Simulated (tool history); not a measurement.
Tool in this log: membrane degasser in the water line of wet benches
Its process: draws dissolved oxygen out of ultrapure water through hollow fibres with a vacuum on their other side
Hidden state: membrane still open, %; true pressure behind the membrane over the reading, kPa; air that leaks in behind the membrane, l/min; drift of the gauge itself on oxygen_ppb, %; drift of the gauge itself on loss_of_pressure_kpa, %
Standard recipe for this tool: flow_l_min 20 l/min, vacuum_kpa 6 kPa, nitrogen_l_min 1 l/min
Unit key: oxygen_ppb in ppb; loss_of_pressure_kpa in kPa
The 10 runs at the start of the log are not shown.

run     day  flow_l_min  vacuum_kpa  nitrogen_l_min  hours since the membrane was changed  hours since the vacuum gauge was calibrated  hours since the vacuum lines were made tight  oxygen_ppb  loss_of_pressure_kpa
 11  18.958          20       14.84            1.08                                  2295                                         1862                                           680       479.9                 45.28
 12  20.625          20           6            0.49                                  2335                                         1902                                           720       252.6                 45.56
 13  22.958          20           6            0.49                                  2391                                         1958                                           776       258.8                 45.38
 14  25.483          20           6               1                                  2451                                         2019                                           836       151.8                 45.35
 15  27.479          20           6               1                                  2499                                         2067                                           884       153.7                 45.09
 16  28.783          20           6               1                                  2531                                         2098                                           915       156.4                 45.62
 17  29.983          20           6               1                                  2559                                         2127                                           944       154.2                 45.07
 18  31.996          20           6               1                                  2608                                         2175                                           993       151.6                 45.05
 19    34.4          20           6               1                                  2665                                         2233                                          1050       154.1                 45.28
 20  35.583          20           6               1                                  2694                                         2261                                          1079       154.1                  45.5
 21  36.646          20           6               1                                  2719                                         2287                                          1104       153.8                 45.11
 22  37.854          20           6               1                                  2748                                         2316                                          1133         153                 45.29
 23    40.3          20        4.22             1.4                                  2807                                         2374                                          1192        61.7                 45.49
 24  41.517          18       14.49               1                                  2836                                         2404                                          1221       460.2                  40.8
 25  42.575          21           6            0.43                                  2862                                         2429                                          1246         302                    48
 26  44.175          25        5.32             1.6                                  2900                                         2467                                          1285       144.8                 56.58
 27  46.504          12           6            2.24                                  2956                                         2523                                          1341        40.5                 27.27
 28  47.771          21       14.02            1.59                                  2986                                         2554                                          1371       351.3                 47.78
 29  49.542          26           6            2.08                                  3029                                         2596                                          1414       160.8                 58.91
 30  51.262          26        7.62            2.08                                  3070                                         2637                                          1455       208.3                 58.96
 31  52.996          20       12.81             0.7                                  3112                                         2679                                          1497       590.1                 45.65
 32  55.279          20       12.81            0.57                                  3167                                         2734                                          1551       685.7                 45.01

3 options for the next run, each taken on its own from the tool as it stands now. Forecast them:
  A  56.929          20        9.45            0.57                                  3206                                         2773                                          1591           ?                     ?
  B  56.929          15        7.66            0.57                                  3206                                         2773                                          1591           ?                     ?
  C  56.929          23        11.2            0.57                                  3206                                         2773                                          1591           ?                     ?

run  oxygen_ppb  loss_of_pressure_kpa
  A         458                 45.24
  B       267.7                 34.45
  C       653.1                 52.49
Stripped of hidden state, with their random variation kept, the same runs would have yielded:
run  oxygen_ppb  loss_of_pressure_kpa
  A       440.3                 43.89
  B       254.5                 33.43
  C       632.2                 50.92
